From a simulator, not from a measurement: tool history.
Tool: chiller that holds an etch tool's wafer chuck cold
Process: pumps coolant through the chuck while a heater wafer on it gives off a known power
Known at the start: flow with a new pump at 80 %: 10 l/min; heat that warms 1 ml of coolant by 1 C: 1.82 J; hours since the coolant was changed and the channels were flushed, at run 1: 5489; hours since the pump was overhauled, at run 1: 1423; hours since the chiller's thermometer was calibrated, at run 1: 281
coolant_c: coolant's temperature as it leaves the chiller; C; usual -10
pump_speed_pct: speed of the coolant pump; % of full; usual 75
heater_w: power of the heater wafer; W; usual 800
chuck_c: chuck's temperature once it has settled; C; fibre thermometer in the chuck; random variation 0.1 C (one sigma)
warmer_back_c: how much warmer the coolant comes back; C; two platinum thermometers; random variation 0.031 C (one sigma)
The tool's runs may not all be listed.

run     day  coolant_c  pump_speed_pct  heater_w  hours since the coolant was changed and the channels were flushed  hours since the pump was overhauled  hours since the chiller's thermometer was calibrated  chuck_c  warmer_back_c
  1   0.000        -10              75       800                                                               5489                                 1423                                                   281      0.4           2.83
  2   0.975        -10              75       800                                                               5512                                 1446                                                   304      0.4           2.86
  3   2.871        -10              75       800                                                               5558                                 1492                                                   350      0.1           2.92
  4   4.262        -10              75       800                                                               5591                                 1525                                                   383      0.4           2.87
  5   5.833        -10              75       800                                                               5629                                 1563                                                   421      0.3           2.88
  6   7.692        -10              75       800                                                               5673                                 1608                                                   466      0.4           2.90
  7   9.238        -10              75       800                                                               5711                                 1645                                                   503      0.5           2.96
  8  11.192        -10              67       800                                                               5757                                 1692                                                   550      0.8           3.27
     11.792  -- coolant changed, channels flushed
  9  12.912        -10              67       800                                                                 27                                 1727                                                   585      0.1           3.26
 10  14.771        -10              75       800                                                                 72                                 1772                                                   630     -0.3           2.90
     15.083  -- coolant pump overhauled
 11  16.742         -7              75       800                                                                114                                   40                                                   672      2.9           2.98
 12  18.633         -7              75       800                                                                159                                   85                                                   717      2.7           3.02
 13  19.808        -10              70       800                                                                187                                  113                                                   745      0.2           3.17
     20.300  -- coolant pump overhauled, once more
 14  21.233        -10              70       800                                                                217                                   22                                                   775     -0.3           3.00
 15  22.796        -12              75      1028                                                                254                                   60                                                   812      0.2           3.54
 16  23.817         -8              75       548                                                                279                                   84                                                   837     -1.5           1.99
 17  25.700        -10              75       683                                                                324                                  130                                                   882     -2.1           2.38
 18  27.071         -8              98       575                                                                357                                  163                                                   915     -2.1           1.54
 19  28.812         -8              98       575                                                                398                                  204                                                   957     -2.3           1.56
 20  30.729        -20              77       613                                                                444                                  250                                                  1003    -13.0           2.15
 21  32.371        -20              61       480                                                                484                                  290                                                  1042    -13.7           2.10
 22  33.646         -2              89       822                                                                514                                  320                                                  1073      6.6           2.45
 23  35.054        -12              82       832                                                                548                                  354                                                  1106     -2.5           2.71
 24  36.092        -12              82       832                                                                573                                  379                                                  1131     -2.7           2.68
 25  37.767        -12              82       832                                                                613                                  419                                                  1171     -2.6           2.72
 26  38.950        -10              81       800                                                                642                                  448                                                  1200     -1.0           2.58
 27  40.162         -6              81      1183                                                                671                                  477                                                  1229      7.4           3.87
 28  41.879         -1              68      1183                                                                712                                  518                                                  1270     13.9           4.63

4 ways to go on from here, each from the tool as it stands after run 28. What would each give?
  A  43.296        -10              77       800                                                                746                                  552                                                  1304        ?              ?
  B  43.296        -11              75       787                                                                746                                  552                                                  1304        ?              ?
  C  43.296         -1              68       548                                                                746                                  552                                                  1304        ?              ?
  D  43.296         -7              86      1012                                                                746                                  552                                                  1304        ?              ?

run  chuck_c  warmer_back_c
  A     -0.9           2.76
  B     -1.9           2.76
  C      5.7           2.15
  D      4.1           3.13
Without the tool's hidden state the same runs would have given:
run  chuck_c  warmer_back_c
  A     -0.9           2.73
  B     -2.0           2.73
  C      5.7           2.12
  D      4.0           3.09

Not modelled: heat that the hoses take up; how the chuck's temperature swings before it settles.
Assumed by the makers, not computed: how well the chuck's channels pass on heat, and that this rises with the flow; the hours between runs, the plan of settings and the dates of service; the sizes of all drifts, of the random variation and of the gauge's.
